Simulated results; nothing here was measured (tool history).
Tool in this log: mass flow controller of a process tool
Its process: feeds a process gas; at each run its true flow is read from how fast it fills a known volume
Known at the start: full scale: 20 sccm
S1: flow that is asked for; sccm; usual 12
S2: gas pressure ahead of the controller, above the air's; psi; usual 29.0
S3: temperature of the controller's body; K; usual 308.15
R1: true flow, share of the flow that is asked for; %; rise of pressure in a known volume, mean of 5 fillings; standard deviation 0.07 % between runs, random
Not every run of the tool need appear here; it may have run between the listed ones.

{"run": 1, "hour": 0.0, "S1": 12, "S2": 29.0, "S3": 308.15, "R1": 97.48}
{"run": 2, "hour": 387.8, "S1": 13, "S2": 29.0, "S3": 308.15, "R1": 97.7}
{"run": 3, "hour": 668.4, "S1": 12, "S2": 29.0, "S3": 308.15, "R1": 97.38}
{"run": 4, "hour": 970.3, "S1": 12, "S2": 29.0, "S3": 308.15, "R1": 97.26}
{"hour": 1085.3, "done": "controller's zero set anew"}
{"hour": 1341.7, "done": "controller exchanged for a calibrated one"}
{"run": 5, "hour": 1432.1, "S1": 12, "S2": 29.0, "S3": 308.15, "R1": 97.19}
{"run": 6, "hour": 1829.8, "S1": 12, "S2": 29.0, "S3": 308.15, "R1": 97.14}
{"run": 7, "hour": 2301.1, "S1": 12, "S2": 29.0, "S3": 308.15, "R1": 97.04}
{"run": 8, "hour": 2518.6, "S1": 12, "S2": 29.0, "S3": 308.15, "R1": 97.01}
{"run": 9, "hour": 2821.8, "S1": 12, "S2": 29.0, "S3": 308.15, "R1": 96.82}
{"run": 10, "hour": 3233.0, "S1": 12, "S2": 21.8, "S3": 308.15, "R1": 96.96}
{"run": 11, "hour": 3627.2, "S1": 2, "S2": 39.6, "S3": 294.15, "R1": 96.38}
{"run": 12, "hour": 4091.0, "S1": 2, "S2": 39.0, "S3": 298.15, "R1": 95.83}
{"run": 13, "hour": 4610.9, "S1": 2, "S2": 39.0, "S3": 298.15, "R1": 95.63}
{"run": 14, "hour": 4902.6, "S1": 15, "S2": 29.0, "S3": 307.15, "R1": 97.01}
{"run": 15, "hour": 5190.7, "S1": 15, "S2": 29.0, "S3": 307.15, "R1": 96.88}
{"run": 16, "hour": 5618.0, "S1": 15, "S2": 29.0, "S3": 307.15, "R1": 96.89}
{"run": 17, "hour": 6033.4, "S1": 15, "S2": 23.6, "S3": 304.15, "R1": 97.23}

Below are 4 alternative next runs, each starting from the tool's condition after run 17. Predict each:
{"run": "A", "hour": 6529.7, "S1": 2, "S2": 35.4, "S3": 304.15, "R1": "?"}
{"run": "B", "hour": 6529.7, "S1": 2, "S2": 23.8, "S3": 304.15, "R1": "?"}
{"run": "C", "hour": 6529.7, "S1": 5, "S2": 20.5, "S3": 308.15, "R1": "?"}
{"run": "D", "hour": 6529.7, "S1": 3, "S2": 22.8, "S3": 308.15, "R1": "?"}

run=A R1=94.61
run=B R1=95.01
run=C R1=95.11
run=D R1=94.75
Without the tool's hidden state the same runs would have given:
run=A R1=96.07
run=B R1=96.48
run=C R1=96.57
run=D R1=96.21
